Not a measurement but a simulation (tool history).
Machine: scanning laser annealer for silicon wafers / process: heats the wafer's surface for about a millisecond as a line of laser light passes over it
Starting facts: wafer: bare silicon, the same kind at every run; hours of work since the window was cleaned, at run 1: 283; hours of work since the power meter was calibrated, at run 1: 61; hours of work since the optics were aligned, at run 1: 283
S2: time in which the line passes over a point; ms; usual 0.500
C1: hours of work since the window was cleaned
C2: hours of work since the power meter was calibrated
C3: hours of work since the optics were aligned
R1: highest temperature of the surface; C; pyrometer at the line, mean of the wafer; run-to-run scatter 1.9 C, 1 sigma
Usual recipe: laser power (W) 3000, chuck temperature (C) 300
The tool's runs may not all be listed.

run 1 hour=0.0 | laser_power_(W)=3000 S2=0.500 chuck_temperature_(C)=300 | C1=283 C2=61 C3=283 | R1=1052
run 2 hour=11.2 | laser_power_(W)=3000 S2=0.500 chuck_temperature_(C)=300 | C1=289 C2=68 C3=289 | R1=1050
run 3 hour=21.4 | laser_power_(W)=3000 S2=0.500 chuck_temperature_(C)=300 | C1=295 C2=73 C3=295 | R1=1051
run 4 hour=37.7 | laser_power_(W)=3134 S2=0.500 chuck_temperature_(C)=300 | C1=304 C2=82 C3=304 | R1=1087
run 5 hour=47.4 | laser_power_(W)=3134 S2=0.567 chuck_temperature_(C)=300 | C1=309 C2=87 C3=309 | R1=1134
run 6 hour=59.5 | laser_power_(W)=3075 S2=0.500 chuck_temperature_(C)=300 | C1=316 C2=94 C3=316 | R1=1068
run 7 hour=76.2 | laser_power_(W)=3000 S2=0.500 chuck_temperature_(C)=300 | C1=325 C2=103 C3=325 | R1=1046
run 8 hour=85.8 | laser_power_(W)=3000 S2=0.500 chuck_temperature_(C)=300 | C1=330 C2=109 C3=330 | R1=1049
run 9 hour=95.3 | laser_power_(W)=3000 S2=0.500 chuck_temperature_(C)=300 | C1=336 C2=114 C3=336 | R1=1048
run 10 hour=104.1 | laser_power_(W)=3000 S2=0.500 chuck_temperature_(C)=300 | C1=340 C2=119 C3=340 | R1=1044
run 11 hour=118.2 | laser_power_(W)=3000 S2=0.500 chuck_temperature_(C)=300 | C1=348 C2=126 C3=348 | R1=1046
-- hour=122.4 laser's power meter calibrated
run 12 hour=133.4 | laser_power_(W)=3000 S2=0.500 chuck_temperature_(C)=300 | C1=355 C2=6 C3=355 | R1=1046
run 13 hour=142.3 | laser_power_(W)=3000 S2=0.500 chuck_temperature_(C)=300 | C1=360 C2=11 C3=360 | R1=1045
run 14 hour=154.9 | laser_power_(W)=3000 S2=0.500 chuck_temperature_(C)=300 | C1=367 C2=18 C3=367 | R1=1047
run 15 hour=166.5 | laser_power_(W)=2637 S2=0.500 chuck_temperature_(C)=300 | C1=373 C2=24 C3=373 | R1=941
run 16 hour=177.3 | laser_power_(W)=2637 S2=0.500 chuck_temperature_(C)=300 | C1=379 C2=30 C3=379 | R1=940
-- hour=184.2 laser's power meter calibrated, once more
run 17 hour=190.8 | laser_power_(W)=2637 S2=0.541 chuck_temperature_(C)=300 | C1=385 C2=4 C3=385 | R1=964
run 18 hour=206.8 | laser_power_(W)=2637 S2=0.541 chuck_temperature_(C)=300 | C1=394 C2=12 C3=394 | R1=962
run 19 hour=222.2 | laser_power_(W)=3000 S2=0.500 chuck_temperature_(C)=300 | C1=402 C2=21 C3=402 | R1=1039
run 20 hour=240.0 | laser_power_(W)=3000 S2=0.500 chuck_temperature_(C)=300 | C1=412 C2=31 C3=412 | R1=1040
run 21 hour=248.4 | laser_power_(W)=3000 S2=0.500 chuck_temperature_(C)=300 | C1=416 C2=35 C3=416 | R1=1038
run 22 hour=265.8 | laser_power_(W)=3000 S2=0.500 chuck_temperature_(C)=300 | C1=426 C2=45 C3=426 | R1=1040
run 23 hour=280.6 | laser_power_(W)=3000 S2=0.516 chuck_temperature_(C)=295 | C1=434 C2=53 C3=434 | R1=1044
run 24 hour=289.5 | laser_power_(W)=3000 S2=0.486 chuck_temperature_(C)=300 | C1=439 C2=58 C3=439 | R1=1027
run 25 hour=299.9 | laser_power_(W)=3000 S2=0.486 chuck_temperature_(C)=300 | C1=445 C2=64 C3=445 | R1=1027
run 26 hour=310.0 | laser_power_(W)=3000 S2=0.486 chuck_temperature_(C)=300 | C1=450 C2=69 C3=450 | R1=1026
run 27 hour=320.9 | laser_power_(W)=2837 S2=0.500 chuck_temperature_(C)=309 | C1=456 C2=75 C3=456 | R1=999
run 28 hour=336.7 | laser_power_(W)=2837 S2=0.500 chuck_temperature_(C)=309 | C1=465 C2=84 C3=465 | R1=999
run 29 hour=353.2 | laser_power_(W)=2970 S2=0.500 chuck_temperature_(C)=266 | C1=474 C2=93 C3=474 | R1=990
run 30 hour=361.6 | laser_power_(W)=2907 S2=0.500 chuck_temperature_(C)=309 | C1=479 C2=97 C3=479 | R1=1019
run 31 hour=369.2 | laser_power_(W)=2961 S2=0.500 chuck_temperature_(C)=300 | C1=483 C2=102 C3=483 | R1=1021
run 32 hour=380.8 | laser_power_(W)=2961 S2=0.500 chuck_temperature_(C)=300 | C1=489 C2=108 C3=489 | R1=1022
-- hour=387.1 window over the wafer cleaned
run 33 hour=397.0 | laser_power_(W)=3000 S2=0.389 chuck_temperature_(C)=312 | C1=5 C2=116 C3=497 | R1=1003
run 34 hour=411.4 | laser_power_(W)=2751 S2=0.570 chuck_temperature_(C)=330 | C1=13 C2=124 C3=505 | R1=1067
run 35 hour=422.7 | laser_power_(W)=2841 S2=0.494 chuck_temperature_(C)=332 | C1=20 C2=130 C3=511 | R1=1054
run 36 hour=434.8 | laser_power_(W)=2947 S2=0.446 chuck_temperature_(C)=323 | C1=26 C2=137 C3=518 | R1=1038
run 37 hour=453.1 | laser_power_(W)=2731 S2=0.519 chuck_temperature_(C)=300 | C1=36 C2=147 C3=528 | R1=1002
run 38 hour=470.4 | laser_power_(W)=2731 S2=0.519 chuck_temperature_(C)=300 | C1=46 C2=156 C3=537 | R1=999
run 39 hour=479.0 | laser_power_(W)=2975 S2=0.500 chuck_temperature_(C)=315 | C1=51 C2=161 C3=542 | R1=1073
run 40 hour=486.8 | laser_power_(W)=2870 S2=0.462 chuck_temperature_(C)=305 | C1=55 C2=165 C3=546 | R1=1004
run 41 hour=505.6 | laser_power_(W)=2870 S2=0.462 chuck_temperature_(C)=305 | C1=65 C2=175 C3=557 | R1=1008
run 42 hour=518.2 | laser_power_(W)=2870 S2=0.462 chuck_temperature_(C)=305 | C1=72 C2=182 C3=564 | R1=1008

A few steps of R1 between consecutive runs. Split each: what settings, incoming material and random variation would produce without the hidden state, and what is left over for the hidden state, along with gauge scatter present in only one of the two compared results (measured, and without hidden state):
The tool's hidden condition here consists of: light that passes the window, % of a clean one's; laser's true power over the reading, %; width of the line over the set one, %; drift of the gauge itself on peak_c, C.
Run 14 -> 15: laser power (W) 3000 -> 2637. R1 -106 C: hidden state +5, all else -111.
Run 18 -> 19: laser power (W) 2637 -> 3000, S2 0.541 -> 0.500. R1 +77 C: hidden state -5, all else +82.
Run 32 -> 33: laser power (W) 2961 -> 3000, S2 0.500 -> 0.389, chuck temperature (C) 300 -> 312, window over the wafer cleaned. R1 -19 C: hidden state +39, all else -58.
Run 38 -> 39: laser power (W) 2731 -> 2975, S2 0.519 -> 0.500, chuck temperature (C) 300 -> 315. R1 +74 C: hidden state -2, all else +76.
